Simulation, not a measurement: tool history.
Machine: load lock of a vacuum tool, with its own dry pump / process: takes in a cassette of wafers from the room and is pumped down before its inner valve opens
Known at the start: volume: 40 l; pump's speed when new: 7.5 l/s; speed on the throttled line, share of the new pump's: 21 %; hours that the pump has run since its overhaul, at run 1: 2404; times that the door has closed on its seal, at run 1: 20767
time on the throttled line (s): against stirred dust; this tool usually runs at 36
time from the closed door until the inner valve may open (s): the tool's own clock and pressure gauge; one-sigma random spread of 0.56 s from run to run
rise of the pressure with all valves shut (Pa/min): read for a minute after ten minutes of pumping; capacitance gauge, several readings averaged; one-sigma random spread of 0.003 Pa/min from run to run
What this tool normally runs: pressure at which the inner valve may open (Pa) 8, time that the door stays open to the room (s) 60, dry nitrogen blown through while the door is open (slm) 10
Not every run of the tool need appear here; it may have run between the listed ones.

run    hour  time on the throttled line (s)  pressure at which the inner valve may open (Pa)  time that the door stays open to the room (s)  dry nitrogen blown through while the door is open (slm)  hours that the pump has run since its overhaul  times that the door has closed on its seal  incoming humidity of the room's air, %  time from the closed door until the inner valve may open (s)  rise of the pressure with all valves shut (Pa/min)
  1     0.0                              36                                                8                                             60                                                       10                                            2404                                       20767                                    44.2                                                          81.2                                               0.233
  2    82.4                              36                                                8                                             60                                                       10                                            2486                                       21119                                    44.7                                                          80.4                                               0.239
  3   238.9                              36                                                8                                             60                                                       10                                            2643                                       21789                                    46.4                                                          81.0                                               0.254
  4   379.3                              36                                                8                                             60                                                       10                                            2783                                       22391                                    44.4                                                          80.5                                               0.261
  5   496.8                              36                                                8                                            218                                                       10                                            2901                                       22894                                    45.4                                                          80.5                                               0.351
  6   677.6                              36                                                8                                            218                                                       10                                            3082                                       23668                                    45.4                                                          81.5                                               0.364
  7   831.6                              36                                                8                                            218                                                       10                                            3235                                       24328                                    46.2                                                          81.8                                               0.379
  8   954.1                              36                                                8                                            218                                                       10                                            3358                                       24852                                    44.7                                                          80.9                                               0.371
  9  1046.1                              36                                                8                                            218                                                       10                                            3450                                       25246                                    46.2                                                          80.0                                               0.385
 10  1198.9                              36                                                8                                            218                                                       10                                            3603                                       25900                                    45.6                                                          82.5                                               0.389
 11  1375.3                              36                                                8                                             37                                                       21                                            3779                                       26656                                    43.5                                                          81.5                                               0.295
 12  1535.7                              36                                                8                                             40                                                       10                                            3940                                       27343                                    46.6                                                          79.8                                               0.323
 13  1705.1                              36                                                8                                             40                                                       10                                            4109                                       28068                                    45.5                                                          80.6                                               0.339
 14  1787.4                              36                                                8                                             40                                                       10                                            4191                                       28421                                    42.8                                                          82.6                                               0.336
 15  1920.8                              36                                               13                                             62                                                       10                                            4325                                       28992                                    46.3                                                          77.1                                               0.363
 16  2080.4                              43                                                6                                             26                                                        7                                            4484                                       29675                                    46.2                                                          88.4                                               0.344
     2140.8  -- door's seal changed, seat wiped
 17  2231.0                              21                                                8                                             60                                                       10                                            4633                                         386                                    46.9                                                          69.4                                               0.051

Forecast each of these 5 alternatives for the next run:
  A  2364.0                              36                                                8                                             98                                                       10                                            4766                                         956                                    44.7                                                             ?                                                   ?
  B  2364.0                              57                                               15                                             60                                                        6                                            4766                                         956                                    42.8                                                             ?                                                   ?
  C  2364.0                              36                                                7                                             60                                                       10                                            4766                                         956                                    44.2                                                             ?                                                   ?
  D  2364.0                              25                                                8                                             60                                                       10                                            4766                                         956                                    45.1                                                             ?                                                   ?
  E  2364.0                              36                                               13                                             60                                                       21                                            4766                                         956                                    48.4                                                             ?                                                   ?

run  time from the closed door until the inner valve may open (s)  rise of the pressure with all valves shut (Pa/min)
  A                                                          81.9                                               0.072
  B                                                          95.8                                               0.052
  C                                                          82.2                                               0.052
  D                                                          72.8                                               0.051
  E                                                          79.0                                               0.049
Without the tool's unlogged condition, the same runs would have read:
run  time from the closed door until the inner valve may open (s)  rise of the pressure with all valves shut (Pa/min)
  A                                                          80.2                                               0.069
  B                                                          94.4                                               0.050
  C                                                          80.4                                               0.050
  D                                                          71.1                                               0.049
  E                                                          77.5                                               0.047
